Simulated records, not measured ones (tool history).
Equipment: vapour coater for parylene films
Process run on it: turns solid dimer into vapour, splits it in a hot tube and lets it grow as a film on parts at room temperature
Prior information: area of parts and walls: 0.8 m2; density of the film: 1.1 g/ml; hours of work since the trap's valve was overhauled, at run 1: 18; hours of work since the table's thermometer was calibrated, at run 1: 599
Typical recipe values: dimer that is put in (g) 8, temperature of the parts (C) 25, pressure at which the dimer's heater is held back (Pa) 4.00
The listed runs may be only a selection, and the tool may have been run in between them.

| run | hour | dimer that is put in (g) | temperature of the parts (C) | pressure at which the dimer's heater is held back (Pa) | hours of work since the trap's valve was overhauled | hours of work since the table's thermometer was calibrated | thickness of the film (nm) |
|---|---|---|---|---|---|---|---|
| 1 | 0.0 | 8 | 25 | 4.00 | 18 | 599 | 5680 |
| 2 | 17.8 | 8 | 25 | 4.00 | 34 | 615 | 5640 |
| 3 | 39.1 | 8 | 25 | 4.00 | 53 | 634 | 5620 |
| 4 | 51.8 | 8 | 25 | 4.00 | 65 | 645 | 5570 |
| 5 | 68.6 | 8 | 25 | 4.00 | 80 | 660 | 5520 |
| 6 | 80.7 | 8 | 25 | 4.02 | 91 | 671 | 5530 |
| 7 | 100.3 | 8 | 25 | 4.00 | 108 | 689 | 5450 |
| 8 | 110.8 | 8 | 25 | 4.00 | 118 | 698 | 5400 |
| 9 | 123.0 | 8 | 25 | 3.38 | 129 | 709 | 5630 |
| 10 | 146.1 | 8 | 25 | 3.38 | 149 | 730 | 5560 |
| 11 | 166.1 | 4 | 25 | 4.00 | 167 | 748 | 2650 |
| 12 | 187.9 | 4 | 25 | 4.00 | 187 | 768 | 2620 |
| 13 | 204.1 | 8 | 33 | 11.46 | 202 | 782 | 2970 |
| 14 | 224.0 | 8 | 33 | 11.46 | 219 | 800 | 2940 |
| 15 | 243.1 | 13 | 31 | 11.46 | 237 | 817 | 5070 |
| 16 | 255.4 | 9 | 35 | 8.29 | 248 | 829 | 3140 |
| 17 | 273.9 | 5 | 35 | 7.45 | 264 | 845 | 1790 |
|  | 292.2 | trap's valve overhauled |
| 18 | 299.0 | 8 | 25 | 3.30 | 6 | 864 | 5970 |
| 19 | 321.0 | 5 | 20 | 2.20 | 26 | 884 | 4950 |
| 20 | 343.5 | 5 | 20 | 2.20 | 46 | 904 | 4980 |
| 21 | 358.9 | 5 | 25 | 6.05 | 60 | 918 | 3190 |
| 22 | 375.7 | 11 | 35 | 6.53 | 75 | 933 | 4470 |
| 23 | 399.5 | 11 | 35 | 6.53 | 97 | 955 | 4500 |
| 24 | 415.0 | 4 | 31 | 6.69 | 110 | 968 | 1910 |

Forecast each of these 3 alternatives for the next run:
| A | 432.1 | 13 | 31 | 6.34 | 126 | 984 | ? |
| B | 432.1 | 11 | 24 | 4.00 | 126 | 984 | ? |
| C | 432.1 | 4 | 31 | 2.09 | 126 | 984 | ? |

| run | thickness of the film (nm) |
|---|---|
| A | 6160 |
| B | 7850 |
| C | 2430 |
What these runs would have given with no unlogged condition in the tool:
| run | thickness of the film (nm) |
|---|---|
| A | 6470 |
| B | 8250 |
| C | 2550 |
